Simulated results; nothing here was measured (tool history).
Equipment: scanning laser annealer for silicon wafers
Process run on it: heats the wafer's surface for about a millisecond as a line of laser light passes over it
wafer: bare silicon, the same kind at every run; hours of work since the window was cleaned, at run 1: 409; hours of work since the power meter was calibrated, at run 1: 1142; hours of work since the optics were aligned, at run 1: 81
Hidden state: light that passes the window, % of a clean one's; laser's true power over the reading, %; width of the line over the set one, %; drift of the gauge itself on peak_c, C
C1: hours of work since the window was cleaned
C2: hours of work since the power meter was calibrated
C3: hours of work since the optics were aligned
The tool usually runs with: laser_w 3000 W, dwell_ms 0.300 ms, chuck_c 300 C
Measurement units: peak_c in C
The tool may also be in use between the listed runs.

Run 1, hour 0.0: usual settings; C1 409; C2 1142; C3 81. Result: peak_c 1026 C.
Run 2, hour 29.4: usual settings but dwell_ms 0.296 ms; C1 425; C2 1158; C3 97. Result: peak_c 1017 C.
Run 3, hour 78.4: usual settings but dwell_ms 0.296 ms; C1 452; C2 1185; C3 123. Result: peak_c 1017 C.
At hour 88.8: window over the wafer cleaned.
Run 4, hour 121.2: usual settings; C1 18; C2 1207; C3 146. Result: peak_c 1052 C.
Run 5, hour 160.5: usual settings; C1 39; C2 1228; C3 167. Result: peak_c 1048 C.
Run 6, hour 207.9: usual settings; C1 65; C2 1254; C3 193. Result: peak_c 1049 C.
Run 7, hour 254.0: usual settings but laser_w 2785 W, dwell_ms 0.272 ms, chuck_c 269 C; C1 90; C2 1279; C3 218. Result: peak_c 931 C.
At hour 259.8: laser's power meter calibrated.
Run 8, hour 280.8: usual settings but laser_w 2785 W, dwell_ms 0.272 ms, chuck_c 269 C; C1 103; C2 11; C3 231. Result: peak_c 932 C.
Run 9, hour 323.6: usual settings but laser_w 2785 W, dwell_ms 0.222 ms, chuck_c 322 C; C1 126; C2 35; C3 254. Result: peak_c 911 C.
At hour 345.1: laser's power meter calibrated, once more.
Run 10, hour 354.8: usual settings but laser_w 2785 W, dwell_ms 0.252 ms, chuck_c 322 C; C1 141; C2 5; C3 269. Result: peak_c 947 C.
Run 11, hour 393.1: usual settings but laser_w 3181 W, dwell_ms 0.291 ms, chuck_c 270 C; C1 162; C2 26; C3 290. Result: peak_c 1036 C.
Run 12, hour 447.2: usual settings but laser_w 3181 W, dwell_ms 0.291 ms, chuck_c 270 C; C1 192; C2 55; C3 320. Result: peak_c 1034 C.

Table of differences, measured result less the result of that run with no hidden state. Run-to-run variation is the same in both. Gauge scatter possibly is not:
run  peak_c
  1     -26
  2     -27
  3     -28
  4      +2
  5      +1
  6      -1
  7      -3
  8      -2
  9      -3
 10      -9
 11     -12
 12     -14
